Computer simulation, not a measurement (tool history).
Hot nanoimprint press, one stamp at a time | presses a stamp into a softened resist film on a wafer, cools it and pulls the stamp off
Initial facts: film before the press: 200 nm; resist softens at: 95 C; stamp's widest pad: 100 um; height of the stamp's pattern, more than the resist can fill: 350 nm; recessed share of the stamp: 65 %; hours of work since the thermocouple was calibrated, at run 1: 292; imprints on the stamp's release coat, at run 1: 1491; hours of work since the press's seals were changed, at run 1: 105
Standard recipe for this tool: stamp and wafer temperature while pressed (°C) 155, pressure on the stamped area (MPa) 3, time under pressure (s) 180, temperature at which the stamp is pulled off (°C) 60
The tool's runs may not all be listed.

run  hour  stamp and wafer temperature while pressed (°C)  pressure on the stamped area (MPa)  time under pressure (s)  temperature at which the stamp is pulled off (°C)  hours of work since the thermocouple was calibrated  imprints on the stamp's release coat  hours of work since the press's seals were changed  resist left under the stamp's widest pad (nm)  greatest force while the stamp is pulled off (N)
  1     0                                             155                                   3                      180                                                 60                                                  292                                  1491                                                 105                                          124.8                                               332
  2   8.3                                             155                                   3                      180                                                 60                                                  296                                  1513                                                 109                                          123.6                                               325
  3  15.5                                             155                                   3                      180                                                 60                                                  301                                  1532                                                 114                                          123.3                                               334
  4  22.5                                             155                                   3                      180                                                 60                                                  305                                  1551                                                 118                                          123.9                                               328
  5  27.8                                             155                                4.01                      180                                                 60                                                  308                                  1565                                                 121                                          111.2                                               330
  6    34                                             155                                4.01                      180                                                 60                                                  311                                  1581                                                 124                                          110.9                                               335
  7  45.2                                             155                                4.01                      180                                                 60                                                  318                                  1611                                                 131                                          109.2                                               341
  8  54.7                                             155                                1.95                      180                                                 60                                                  323                                  1636                                                 136                                          141.6                                               349
  9  66.2                                             155                                1.95                      180                                                 60                                                  330                                  1666                                                 143                                          144.6                                               343
     69.9  -- plate thermocouple calibrated
 10  77.9                                             155                                1.95                      180                                                 60                                                    5                                  1690                                                 148                                          145.1                                               353
 11  88.2                                             155                                1.95                      180                                                 60                                                   11                                  1717                                                 154                                          144.2                                               337
 12  94.5                                             155                                1.95                      180                                                 61                                                   14                                  1734                                                 158                                          144.7                                               348
 13  99.4                                             155                                1.96                      103                                                 60                                                   17                                  1747                                                 161                                          161.4                                               346

Estimate the outcome of run 14 from the log above:
     105.4  -- plate thermocouple calibrated, once more
 14  113.4                                             155                                3.91                      180                                                 60                                                    5                                  1776                                                 167                                              ?                                                 ?

resist left under the stamp's widest pad (nm): 106
greatest force while the stamp is pulled off (N): 339
On a tool with no hidden condition, and with the same random variation, this run would have come out at resist left under the stamp's widest pad (nm) 106.3, greatest force while the stamp is pulled off (N) 218.
